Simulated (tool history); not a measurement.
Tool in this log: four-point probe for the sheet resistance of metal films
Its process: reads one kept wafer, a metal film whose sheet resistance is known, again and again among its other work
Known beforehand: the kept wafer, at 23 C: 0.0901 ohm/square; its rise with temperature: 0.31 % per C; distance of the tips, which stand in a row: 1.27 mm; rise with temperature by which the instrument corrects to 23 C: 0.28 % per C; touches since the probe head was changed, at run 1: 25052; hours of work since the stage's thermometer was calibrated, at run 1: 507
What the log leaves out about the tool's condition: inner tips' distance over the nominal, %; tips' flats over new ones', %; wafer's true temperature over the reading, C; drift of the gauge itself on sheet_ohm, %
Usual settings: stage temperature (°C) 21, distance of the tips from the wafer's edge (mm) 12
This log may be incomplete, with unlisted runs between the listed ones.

run,day,stage temperature (°C),distance of the tips from the wafer's edge (mm),touches since the probe head was changed,hours of work since the stage's thermometer was calibrated,sheet resistance as the instrument gives it (ohm/square)
1,0,21,12,25052,507,0.090583
2,0.425,21,21,25449,514,0.090178
3,1.075,21,21,26058,523,0.090229
4,1.6,21,3,26549,531,0.097899
5,2.229,25,3,27138,540,0.098013
6,2.838,25,3,27705,548,0.098038
7,3.354,29,12,28189,556,0.090812
8,4.029,27,12,28820,566,0.090746
9,4.442,27,12,29206,572,0.090747
10,4.783,21,12,29522,577,0.090565
11,5.362,21,8,30067,585,0.09125
12,5.788,19,12,30463,591,0.090514
13,6.275,24,12,30918,598,0.090667
14,6.792,24,12,31400,606,0.09068
15,7.408,31,12,31980,615,0.090896
16,7.788,31,12,32332,620,0.090885
17,8.45,31,12,32951,630,0.090918
18,8.896,22,51,33369,636,0.090089
19,9.383,22,51,33826,643,0.090081
20,9.958,20,57,34362,652,0.09
21,10.592,20,57,34956,661,0.090016
22,11.204,19,4,35527,670,0.094597
23,11.65,21,58,35943,676,0.090085
24,12.3,30,7,36552,686,0.091864
25,12.667,35,5,36896,691,0.093473
26,13.067,23,12,37270,697,0.090642
27,13.721,23,12,37879,706,0.090638
28,14.071,21,25,38206,711,0.090128
29,14.429,21,25,38544,716,0.090189
30,14.775,21,25,38866,721,0.090182
31,15.438,21,25,39486,731,0.0902

Predict each of these 4 candidate next runs independently; none follows another, all start after run 31:
A,15.738,19,8,39764,735,?
B,15.738,20,12,39764,735,?
C,15.738,18,51,39764,735,?
D,15.738,21,18,39764,735,?

run,sheet resistance as the instrument gives it (ohm/square)
A,0.091202
B,0.090572
C,0.089938
D,0.09028
Take away the tool's hidden state, keep each run's random variation, and the runs would have read:
run,sheet resistance as the instrument gives it (ohm/square)
A,0.091203
B,0.090573
C,0.089939
D,0.090282
